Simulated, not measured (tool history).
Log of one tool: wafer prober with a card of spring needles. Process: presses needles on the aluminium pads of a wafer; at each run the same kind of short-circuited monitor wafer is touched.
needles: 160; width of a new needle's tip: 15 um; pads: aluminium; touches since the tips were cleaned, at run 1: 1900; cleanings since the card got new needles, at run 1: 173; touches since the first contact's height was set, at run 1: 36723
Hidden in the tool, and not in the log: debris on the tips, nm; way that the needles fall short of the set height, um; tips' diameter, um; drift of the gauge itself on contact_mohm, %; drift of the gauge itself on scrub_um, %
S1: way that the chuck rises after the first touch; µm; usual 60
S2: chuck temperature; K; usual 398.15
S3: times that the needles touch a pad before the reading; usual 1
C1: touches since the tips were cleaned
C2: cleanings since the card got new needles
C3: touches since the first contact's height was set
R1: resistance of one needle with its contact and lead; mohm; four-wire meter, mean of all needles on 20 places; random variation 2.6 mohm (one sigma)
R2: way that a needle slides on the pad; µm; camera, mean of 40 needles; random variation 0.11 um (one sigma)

{"run": 1, "hour": 0.0, "S1": 60, "S2": 398.15, "S3": 1, "C1": 1900, "C2": 173, "C3": 36723, "R1": 367, "R2": 13.8}
{"hour": 7.5, "done": "tips cleaned on abrasive film"}
{"hour": 17.4, "done": "tips cleaned on abrasive film"}
{"hour": 27.3, "done": "tips cleaned on abrasive film"}
{"hour": 37.3, "done": "tips cleaned on abrasive film"}
{"hour": 47.2, "done": "tips cleaned on abrasive film"}
{"hour": 57.1, "done": "tips cleaned on abrasive film"}
{"hour": 67.1, "done": "tips cleaned on abrasive film"}
{"hour": 77.0, "done": "tips cleaned on abrasive film"}
{"hour": 86.9, "done": "tips cleaned on abrasive film"}
{"hour": 96.9, "done": "tips cleaned on abrasive film"}
{"run": 2, "hour": 99.3, "S1": 60, "S2": 398.15, "S3": 1, "C1": 1271, "C2": 183, "C3": 88294, "R1": 349, "R2": 13.39}
{"hour": 109.2, "done": "tips cleaned on abrasive film"}
{"hour": 119.1, "done": "tips cleaned on abrasive film"}
{"hour": 131.5, "done": "tips cleaned on abrasive film"}
{"hour": 143.9, "done": "tips cleaned on abrasive film"}
{"hour": 153.9, "done": "tips cleaned on abrasive film"}
{"hour": 163.8, "done": "tips cleaned on abrasive film"}
{"hour": 173.7, "done": "tips cleaned on abrasive film"}
{"hour": 183.7, "done": "tips cleaned on abrasive film"}
{"hour": 193.6, "done": "tips cleaned on abrasive film"}
{"run": 3, "hour": 200.5, "S1": 60, "S2": 398.15, "S3": 1, "C1": 3613, "C2": 192, "C3": 140917, "R1": 396, "R2": 13.57}
{"hour": 205.5, "done": "tips cleaned on abrasive film"}
{"hour": 215.4, "done": "tips cleaned on abrasive film"}
{"hour": 225.3, "done": "tips cleaned on abrasive film"}
{"hour": 235.3, "done": "tips cleaned on abrasive film"}
{"hour": 245.2, "done": "tips cleaned on abrasive film"}
{"hour": 255.1, "done": "tips cleaned on abrasive film"}
{"run": 4, "hour": 264.5, "S1": 60, "S2": 398.15, "S3": 1, "C1": 4894, "C2": 198, "C3": 174185, "R1": 429, "R2": 13.22}
{"hour": 267.0, "done": "tips cleaned on abrasive film"}
{"hour": 277.0, "done": "tips cleaned on abrasive film"}
{"hour": 286.9, "done": "tips cleaned on abrasive film"}
{"hour": 296.8, "done": "tips cleaned on abrasive film"}
{"hour": 309.2, "done": "tips cleaned on abrasive film"}
{"hour": 321.6, "done": "tips cleaned on abrasive film"}
{"hour": 334.0, "done": "tips cleaned on abrasive film"}
{"hour": 343.9, "done": "tips cleaned on abrasive film"}
{"run": 5, "hour": 344.4, "S1": 60, "S2": 398.15, "S3": 1, "C1": 254, "C2": 206, "C3": 215712, "R1": 329, "R2": 13.1}
{"hour": 354.3, "done": "tips cleaned on abrasive film"}
{"hour": 364.3, "done": "tips cleaned on abrasive film"}
{"hour": 372.0, "done": "height of the first contact set anew"}
{"hour": 374.5, "done": "tips cleaned on abrasive film"}
{"hour": 384.4, "done": "tips cleaned on abrasive film"}
{"hour": 394.4, "done": "tips cleaned on abrasive film"}
{"hour": 404.3, "done": "tips cleaned on abrasive film"}
{"hour": 414.2, "done": "tips cleaned on abrasive film"}
{"hour": 424.2, "done": "tips cleaned on abrasive film"}
{"hour": 434.1, "done": "tips cleaned on abrasive film"}
{"run": 6, "hour": 438.3, "S1": 60, "S2": 398.15, "S3": 1, "C1": 2205, "C2": 215, "C3": 34448, "R1": 377, "R2": 13.53}
{"hour": 445.8, "done": "tips cleaned on abrasive film"}
{"hour": 455.7, "done": "tips cleaned on abrasive film"}
{"hour": 465.6, "done": "tips cleaned on abrasive film"}
{"hour": 475.6, "done": "tips cleaned on abrasive film"}
{"hour": 488.0, "done": "tips cleaned on abrasive film"}
{"run": 7, "hour": 493.6, "S1": 60, "S2": 398.15, "S3": 1, "C1": 2936, "C2": 220, "C3": 63180, "R1": 404, "R2": 13.56}
{"hour": 498.6, "done": "tips cleaned on abrasive film"}
{"hour": 508.5, "done": "tips cleaned on abrasive film"}
{"hour": 518.4, "done": "tips cleaned on abrasive film"}
{"hour": 528.4, "done": "tips cleaned on abrasive film"}
{"hour": 540.8, "done": "tips cleaned on abrasive film"}
{"hour": 553.2, "done": "tips cleaned on abrasive film"}
{"hour": 563.1, "done": "tips cleaned on abrasive film"}
{"hour": 573.0, "done": "tips cleaned on abrasive film"}
{"run": 8, "hour": 579.3, "S1": 60, "S2": 398.15, "S3": 1, "C1": 3315, "C2": 228, "C3": 107766, "R1": 412, "R2": 13.48}
{"hour": 584.3, "done": "tips cleaned on abrasive film"}
{"hour": 596.7, "done": "tips cleaned on abrasive film"}
{"hour": 609.1, "done": "tips cleaned on abrasive film"}
{"hour": 619.1, "done": "tips cleaned on abrasive film"}
{"hour": 629.0, "done": "tips cleaned on abrasive film"}
{"hour": 638.9, "done": "tips cleaned on abrasive film"}
{"hour": 648.9, "done": "tips cleaned on abrasive film"}
{"hour": 661.2, "done": "tips cleaned on abrasive film"}
{"run": 9, "hour": 663.9, "S1": 60, "S2": 398.15, "S3": 1, "C1": 1417, "C2": 236, "C3": 151745, "R1": 356, "R2": 13.21}
{"hour": 671.4, "done": "tips cleaned on abrasive film"}
{"hour": 683.8, "done": "tips cleaned on abrasive film"}
{"hour": 696.2, "done": "tips cleaned on abrasive film"}
{"hour": 706.1, "done": "tips cleaned on abrasive film"}
{"hour": 716.1, "done": "tips cleaned on abrasive film"}
{"hour": 726.0, "done": "tips cleaned on abrasive film"}
{"hour": 735.9, "done": "tips cleaned on abrasive film"}
{"run": 10, "hour": 738.6, "S1": 60, "S2": 308.15, "S3": 1, "C1": 1416, "C2": 243, "C3": 190558, "R1": 363, "R2": 13.0}
{"hour": 746.1, "done": "tips cleaned on abrasive film"}
{"hour": 756.0, "done": "tips cleaned on abrasive film"}
{"hour": 768.4, "done": "tips cleaned on abrasive film"}
{"hour": 780.8, "done": "tips cleaned on abrasive film"}
{"hour": 790.7, "done": "tips cleaned on abrasive film"}
{"hour": 800.7, "done": "tips cleaned on abrasive film"}
{"run": 11, "hour": 808.0, "S1": 48, "S2": 364.15, "S3": 2, "C1": 3824, "C2": 249, "C3": 226627, "R1": 441, "R2": 10.21}
{"hour": 813.0, "done": "tips cleaned on abrasive film"}
{"hour": 813.3, "done": "height of the first contact set anew"}
{"hour": 823.2, "done": "tips cleaned on abrasive film"}
{"hour": 833.1, "done": "tips cleaned on abrasive film"}
{"hour": 845.5, "done": "tips cleaned on abrasive film"}
{"hour": 855.5, "done": "tips cleaned on abrasive film"}
{"hour": 865.4, "done": "tips cleaned on abrasive film"}
{"hour": 877.8, "done": "tips cleaned on abrasive film"}
{"run": 12, "hour": 878.3, "S1": 48, "S2": 364.15, "S3": 2, "C1": 282, "C2": 256, "C3": 33815, "R1": 320, "R2": 10.95}

Forecast run 13:
{"hour": 888.2, "done": "tips cleaned on abrasive film"}
{"hour": 898.2, "done": "tips cleaned on abrasive film"}
{"hour": 908.1, "done": "tips cleaned on abrasive film"}
{"hour": 918.0, "done": "tips cleaned on abrasive film"}
{"run": 13, "hour": 927.5, "S1": 72, "S2": 398.15, "S3": 1, "C1": 4962, "C2": 260, "C3": 59410, "R1": "?", "R2": "?"}

{"run 13": {"R1": 396, "R2": 16.65}}
Without the tool's hidden state the same run would have given R1 291 mohm, R2 16.84 µm.
